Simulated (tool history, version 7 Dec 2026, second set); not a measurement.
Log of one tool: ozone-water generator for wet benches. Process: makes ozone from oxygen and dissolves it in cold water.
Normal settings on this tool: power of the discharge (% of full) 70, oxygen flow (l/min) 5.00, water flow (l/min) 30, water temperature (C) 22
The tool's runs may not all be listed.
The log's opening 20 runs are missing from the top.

run,day,power of the discharge (% of full),oxygen flow (l/min),water flow (l/min),water temperature (C),dissolved ozone (ppm),ozone in the gas ahead of the water (g/m3)
21,58.554,52,5.00,30,22,7.6,104.5
22,62.017,45,4.01,33,28,5.3,102.1
# day 64.192: water thermometer calibrated, once more
23,65.342,45,4.01,33,28,5.3,101.5
24,68.892,45,4.01,33,28,5.2,99.5
25,71.158,96,5.98,30,15,13.9,160.4
26,73.300,70,5.00,35,22,8.2,132.0
27,75.654,70,3.29,44,22,5.5,156.1
28,79.654,70,7.22,44,22,6.8,114.8
29,83.133,70,7.22,19,22,14.8,114.9

The next listed run, before its measurement:
30,85.362,70,3.37,24,25,?,?

{"run 30": {"dissolved ozone (ppm)": 10.0, "ozone in the gas ahead of the water (g/m3)": 152.3}}
Were there no unlogged condition in the tool, this run, its random variation unchanged, would have produced dissolved ozone (ppm) 11.7, ozone in the gas ahead of the water (g/m3) 172.2.

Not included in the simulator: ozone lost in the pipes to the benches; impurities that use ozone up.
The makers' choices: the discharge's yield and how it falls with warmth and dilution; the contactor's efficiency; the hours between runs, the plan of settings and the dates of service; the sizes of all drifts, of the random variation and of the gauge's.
